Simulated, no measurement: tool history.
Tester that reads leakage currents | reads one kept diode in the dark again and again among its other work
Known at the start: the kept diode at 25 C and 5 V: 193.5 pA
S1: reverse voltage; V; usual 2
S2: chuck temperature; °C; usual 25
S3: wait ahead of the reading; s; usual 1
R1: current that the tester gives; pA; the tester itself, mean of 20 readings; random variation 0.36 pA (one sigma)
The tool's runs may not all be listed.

run,hour,S1,S2,S3,R1
1,0,2,25,1,111.65
2,151.9,1.79,25,1,104.44
3,399.6,2,27,1,125.48
4,631.5,2,27,1,123.52
5,796.3,2,25,1,104.95
6,934,4.76,25,1,168.37
7,1112.9,4.76,25,1,167.33
8,1270.2,4.76,25,1,166.17
9,1411.2,4.76,25,1,165.19
10,1554.8,4.76,25,1,165.28
11,1774.3,4.76,25,1,192.05
12,1924.2,4.76,22,1,151.12
13,2149.3,4.76,22,1,148.75
14,2401.8,3.49,47,4.94,797.53
15,2533.7,12.97,38,0.37,849.14
16,2703.3,12.97,38,0.37,844.47
17,2829.4,15.72,38,1.3,933.37
18,2950.6,15.27,48,1,1849.25
19,3185.6,15.27,48,1,1814.74
20,3350.9,3.16,48,1,776.42
21,3465.1,6.35,29,6.95,280.53

Taken out of this log: 3 entries between the listed runs. Where each belongs, and how the hidden state differs across it:
Between runs 2 and 3: probe card cleaned and baked (hour 348.8)
  stray current of the dirty probe card, pA a volt: 1.234 -> 0.048; current scale over the true one, %: -1.22 -> -1.26; true chuck temperature over the reading, C: -1.01 -> -1.17
  measured less the result without the state, R1: -7.81 -> -13.81 pA
Between runs 5 and 6: tester calibrated (hour 888.4)
  stray current of the dirty probe card, pA a volt: 0.207 -> 0.264; current scale over the true one, %: -1.33 -> -0.04; true chuck temperature over the reading, C: -1.44 -> -1.52
  measured less the result without the state, R1: -13.96 -> -20.49 pA
Between runs 10 and 11: chuck's temperature calibrated (hour 1725.3)
  stray current of the dirty probe card, pA a volt: 0.505 -> 0.593; current scale over the true one, %: -0.15 -> -0.18; true chuck temperature over the reading, C: -1.92 -> 0
  measured less the result without the state, R1: -25.09 -> +2.34 pA

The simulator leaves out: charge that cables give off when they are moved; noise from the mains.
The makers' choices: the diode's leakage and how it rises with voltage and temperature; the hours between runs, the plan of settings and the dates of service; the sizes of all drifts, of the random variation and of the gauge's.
